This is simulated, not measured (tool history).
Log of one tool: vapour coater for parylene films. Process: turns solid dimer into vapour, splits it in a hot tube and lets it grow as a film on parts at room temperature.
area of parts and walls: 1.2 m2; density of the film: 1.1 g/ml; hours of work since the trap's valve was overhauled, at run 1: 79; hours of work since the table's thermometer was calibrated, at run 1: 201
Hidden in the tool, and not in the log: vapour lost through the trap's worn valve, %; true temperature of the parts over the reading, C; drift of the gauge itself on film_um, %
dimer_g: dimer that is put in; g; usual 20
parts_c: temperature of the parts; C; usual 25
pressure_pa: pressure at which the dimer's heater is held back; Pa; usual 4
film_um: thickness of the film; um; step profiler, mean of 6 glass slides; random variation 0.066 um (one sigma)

run,day,dimer_g,parts_c,pressure_pa,hours of work since the trap's valve was overhauled,hours of work since the table's thermometer was calibrated,film_um
1,0,20,25,4,79,201,7.62
2,0.921,20,22,4,96,217,8.59
3,2.162,20,22,4,118,239,8.43
4,2.762,20,22,4,129,250,8.49
5,3.879,20,22,4,149,270,8.37
6,4.638,20,22,4,162,283,8.45
7,5.596,20,22,4,179,300,8.4
8,6.679,20,22,4,198,320,8.35
9,7.375,20,22,4,211,332,8.22
10,8.675,9,25,4,234,355,3.23
11,9.462,9,25,4,248,369,3.14
12,10.862,9,25,4,273,394,3.18
13,11.771,20,19,4,289,411,9.01
14,13.054,20,35,4,312,433,4.4
15,13.983,20,25,4,329,450,6.96
16,15.217,20,25,4,351,472,6.85
17,16.667,20,25,4,377,498,6.76
# day 17.5: trap's valve overhauled
18,17.917,20,25,4,7,517,8.01
19,19.071,20,25,4,28,538,7.92
20,19.833,20,25,4,42,551,7.94
21,21.158,20,37,4,65,575,4.56
22,21.854,20,37,4,78,587,4.5
23,23.067,20,25,2.33,99,609,8.8
24,24.342,20,25,2.33,122,632,8.74
25,25.067,20,25,9.79,135,645,6.27
26,25.733,25,22,7.01,147,657,9.58
27,26.804,25,22,7.01,166,676,9.5
28,27.871,25,27,9.3,185,695,7.18
29,28.571,17,18,2.68,197,707,9.62
30,29.967,20,23,5.65,222,732,7.55

The next listed run, before its measurement:
31,31.021,20,20,5.65,241,751,?

Run 31 gave film_um 8.58 um.
Without the tool's hidden state the same run would have given film_um 9.16 um.
